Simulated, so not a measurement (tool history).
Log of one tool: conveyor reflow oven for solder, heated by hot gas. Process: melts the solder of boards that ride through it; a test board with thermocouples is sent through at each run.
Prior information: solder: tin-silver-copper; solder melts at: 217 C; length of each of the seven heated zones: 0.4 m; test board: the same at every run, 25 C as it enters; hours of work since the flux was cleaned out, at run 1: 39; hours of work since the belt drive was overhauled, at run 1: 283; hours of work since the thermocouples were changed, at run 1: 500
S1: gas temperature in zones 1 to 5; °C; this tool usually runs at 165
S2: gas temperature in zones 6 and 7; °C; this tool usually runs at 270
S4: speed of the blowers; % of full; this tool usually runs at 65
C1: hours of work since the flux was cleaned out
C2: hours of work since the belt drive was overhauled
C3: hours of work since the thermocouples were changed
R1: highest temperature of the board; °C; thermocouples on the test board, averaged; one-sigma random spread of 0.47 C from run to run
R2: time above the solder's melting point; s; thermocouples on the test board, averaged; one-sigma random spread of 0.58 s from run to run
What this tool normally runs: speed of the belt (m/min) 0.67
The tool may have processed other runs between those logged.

Run 1, hour 0: usual settings; C1 39; C2 283; C3 500. Result: R1 250 °C, R2 49.4 s.
Run 2, hour 22.2: usual settings but S2 272 °C; C1 50; C2 294; C3 511. Result: R1 251.6 °C, R2 49.3 s.
Run 3, hour 48.6: usual settings; C1 63; C2 308; C3 524. Result: R1 249.3 °C, R2 47.7 s.
Run 4, hour 70.8: usual settings; C1 74; C2 319; C3 535. Result: R1 248.7 °C, R2 48.5 s.
Run 5, hour 89.3: usual settings but S1 155 °C; C1 83; C2 328; C3 544. Result: R1 247.8 °C, R2 45 s.
Run 6, hour 117.1: usual settings but S1 155 °C, speed of the belt (m/min) 0.557; C1 97; C2 342; C3 558. Result: R1 254.4 °C, R2 61.2 s.
Run 7, hour 135: usual settings but S1 155 °C, speed of the belt (m/min) 0.557; C1 106; C2 351; C3 567. Result: R1 253.8 °C, R2 60.7 s.
Run 8, hour 152.1: usual settings; C1 115; C2 359; C3 576. Result: R1 248.4 °C, R2 48.7 s.
Run 9, hour 179.7: usual settings but speed of the belt (m/min) 0.701; C1 128; C2 373; C3 589. Result: R1 246 °C, R2 43.4 s.
Run 10, hour 200.1: usual settings but S1 151 °C, speed of the belt (m/min) 0.593; C1 139; C2 383; C3 599. Result: R1 249.9 °C, R2 52 s.
Run 11, hour 217.4: usual settings but S1 155 °C, S2 261 °C, speed of the belt (m/min) 0.593; C1 147; C2 392; C3 608. Result: R1 242.4 °C, R2 47.1 s.
Run 12, hour 235.4: usual settings but S1 163 °C, speed of the belt (m/min) 0.777; C1 156; C2 401; C3 617. Result: R1 241 °C, R2 34 s.
At hour 241.3: belt drive overhauled, speed set with a stopwatch.
Run 13, hour 257.9: usual settings but S2 278 °C, S4 88 % of full; C1 165; C2 8; C3 626. Result: R1 258.9 °C, R2 55.7 s.
Run 14, hour 274.3: usual settings but speed of the belt (m/min) 0.63, S4 84 % of full; C1 174; C2 16; C3 634. Result: R1 253.3 °C, R2 54.2 s.
Run 15, hour 298.7: usual settings but speed of the belt (m/min) 0.63, S4 84 % of full; C1 186; C2 29; C3 647. Result: R1 253 °C, R2 55.5 s.
Run 16, hour 325.2: usual settings but S1 159 °C, S4 54 % of full; C1 199; C2 42; C3 660. Result: R1 243.8 °C, R2 41.2 s.
Run 17, hour 340: usual settings but speed of the belt (m/min) 0.644; C1 206; C2 49; C3 667. Result: R1 249.4 °C, R2 51.5 s.

Branching from run 17: 5 alternative next runs. What would each branch give?
Run A, hour 359.9: usual settings but S2 273 °C, speed of the belt (m/min) 0.644; C1 216; C2 59; C3 677. Result: R1 ?, R2 ?.
Run B, hour 359.9: usual settings but S1 176 °C, speed of the belt (m/min) 0.644; C1 216; C2 59; C3 677. Result: R1 ?, R2 ?.
Run C, hour 359.9: usual settings but speed of the belt (m/min) 0.763, S4 76 % of full; C1 216; C2 59; C3 677. Result: R1 ?, R2 ?.
Run D, hour 359.9: usual settings but S1 179 °C, S2 284 °C; C1 216; C2 59; C3 677. Result: R1 ?, R2 ?.
Run E, hour 359.9: usual settings but S2 277 °C, speed of the belt (m/min) 0.765, S4 58 % of full; C1 216; C2 59; C3 677. Result: R1 ?, R2 ?.

run     R1    R2
  A    251  52.9
  B    251  55.7
  C  244.3  38.7
  D  262.1  61.5
  E  246.1  37.8
Had the tool no hidden state, the same runs would have come out as:
run     R1    R2
  A  255.5    56
  B  255.1  58.6
  C  249.2  42.5
  D  266.5  63.5
  E  250.7  41.4
